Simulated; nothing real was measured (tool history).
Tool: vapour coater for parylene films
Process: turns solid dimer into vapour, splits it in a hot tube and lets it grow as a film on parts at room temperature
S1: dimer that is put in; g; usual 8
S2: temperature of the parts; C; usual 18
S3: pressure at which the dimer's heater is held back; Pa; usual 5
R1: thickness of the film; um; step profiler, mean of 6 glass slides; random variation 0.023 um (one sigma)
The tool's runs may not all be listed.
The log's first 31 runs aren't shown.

{"run": 32, "hour": 1277.6, "S1": 12, "S2": 20, "S3": 5.58, "R1": 1.77}
{"run": 33, "hour": 1303.3, "S1": 12, "S2": 20, "S3": 5.58, "R1": 1.72}
{"run": 34, "hour": 1338.0, "S1": 7, "S2": 20, "S3": 4.92, "R1": 1}
{"run": 35, "hour": 1370.8, "S1": 6, "S2": 17, "S3": 5, "R1": 0.97}
{"hour": 1392.4, "done": "trap's valve overhauled"}
{"run": 36, "hour": 1410.4, "S1": 6, "S2": 10, "S3": 11.64, "R1": 1.2}
{"run": 37, "hour": 1453.0, "S1": 6, "S2": 17, "S3": 11.64, "R1": 0.88}
{"run": 38, "hour": 1495.3, "S1": 7, "S2": 24, "S3": 2.49, "R1": 1.15}
{"run": 39, "hour": 1538.7, "S1": 5, "S2": 19, "S3": 5, "R1": 0.8}
{"run": 40, "hour": 1585.6, "S1": 5, "S2": 19, "S3": 5, "R1": 0.77}
{"run": 41, "hour": 1624.6, "S1": 9, "S2": 19, "S3": 5, "R1": 1.39}
{"run": 42, "hour": 1663.1, "S1": 9, "S2": 19, "S3": 5, "R1": 1.36}
{"hour": 1671.5, "done": "trap's valve overhauled"}
{"run": 43, "hour": 1694.0, "S1": 8, "S2": 18, "S3": 11.4, "R1": 1.2}
{"run": 44, "hour": 1722.2, "S1": 8, "S2": 18, "S3": 11.4, "R1": 1.14}
{"run": 45, "hour": 1774.6, "S1": 13, "S2": 11, "S3": 6.59, "R1": 2.75}
{"run": 46, "hour": 1799.9, "S1": 4, "S2": 18, "S3": 4.7, "R1": 0.68}
{"run": 47, "hour": 1852.7, "S1": 8, "S2": 13, "S3": 5, "R1": 1.62}

3 ways to go on from here, each from the tool as it stands after run 47. What would each give?
{"run": "A", "hour": 1901.5, "S1": 8, "S2": 18, "S3": 5, "R1": "?"}
{"run": "B", "hour": 1901.5, "S1": 3, "S2": 14, "S3": 6.03, "R1": "?"}
{"run": "C", "hour": 1901.5, "S1": 8, "S2": 28, "S3": 2.54, "R1": "?"}

run=A R1=1.28
run=B R1=0.51
run=C R1=0.99
Without the tool's hidden state the same runs would have given:
run=A R1=1.44
run=B R1=0.57
run=C R1=1.12

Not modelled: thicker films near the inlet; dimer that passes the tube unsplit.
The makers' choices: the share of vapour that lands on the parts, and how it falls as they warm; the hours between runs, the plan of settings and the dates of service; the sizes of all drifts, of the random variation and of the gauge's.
